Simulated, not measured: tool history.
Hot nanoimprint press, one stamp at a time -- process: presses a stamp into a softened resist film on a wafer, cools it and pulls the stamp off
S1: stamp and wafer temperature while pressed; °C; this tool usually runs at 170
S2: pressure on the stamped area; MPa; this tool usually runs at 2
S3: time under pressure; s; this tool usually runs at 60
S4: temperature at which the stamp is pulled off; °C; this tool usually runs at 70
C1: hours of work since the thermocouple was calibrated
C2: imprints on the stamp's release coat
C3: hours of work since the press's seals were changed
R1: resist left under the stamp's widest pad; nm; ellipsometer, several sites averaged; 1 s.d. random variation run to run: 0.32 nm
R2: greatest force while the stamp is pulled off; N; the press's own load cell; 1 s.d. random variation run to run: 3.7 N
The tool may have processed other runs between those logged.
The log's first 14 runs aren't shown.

run,hour,S1,S2,S3,S4,C1,C2,C3,R1,R2
15,100.2,181,2,117,70,24,1360,113,118.5,261
# hour 104.4: plate thermocouple calibrated, once more
16,108.6,181,2,117,70,3,1390,117,122.3,277
17,114.5,170,2,49,70,8,1423,122,248.3,276
18,123.3,162,2,42,61,15,1472,128,323.4,344
19,133.6,164,2.65,59,61,23,1529,137,258.1,350
20,137.9,181,2.24,56,61,26,1553,140,150.3,358
21,146.3,161,2,94,70,33,1600,147,282.8,294
22,151.6,161,2,94,70,37,1629,151,283.1,300
23,158.7,170,2,56,70,43,1669,156,238.7,289
24,166,171,2,39,70,48,1709,162,255,302
25,172.4,170,1.67,73,70,53,1745,167,239.5,305
26,181.8,179,1.21,75,70,61,1797,174,201.7,308
27,188.5,166,3.06,58,74,66,1834,180,225.9,281
28,198.6,166,3.06,58,67,74,1891,188,226,335
29,205.8,166,2.1,48,67,80,1931,193,277.4,342
30,211.8,166,2.1,48,67,84,1964,198,277.5,352

Each row is a separate what-if for the run after 30, all from the same tool condition, not one after another. Results?
A,222.5,167,2,60,58,93,2023,206,?,?
B,222.5,170,1.98,48,70,93,2023,206,?,?
C,222.5,166,2.1,43,72,93,2023,206,?,?
D,222.5,166,2.1,110,67,93,2023,206,?,?

run,R1,R2
A,258.1,435
B,249.5,330
C,284.6,313
D,220.7,350
The same runs, with their run-to-run variation unchanged, on a tool lacking any hidden condition would have given:
run,R1,R2
A,261.3,234
B,252.6,178
C,287.7,170
D,224,189
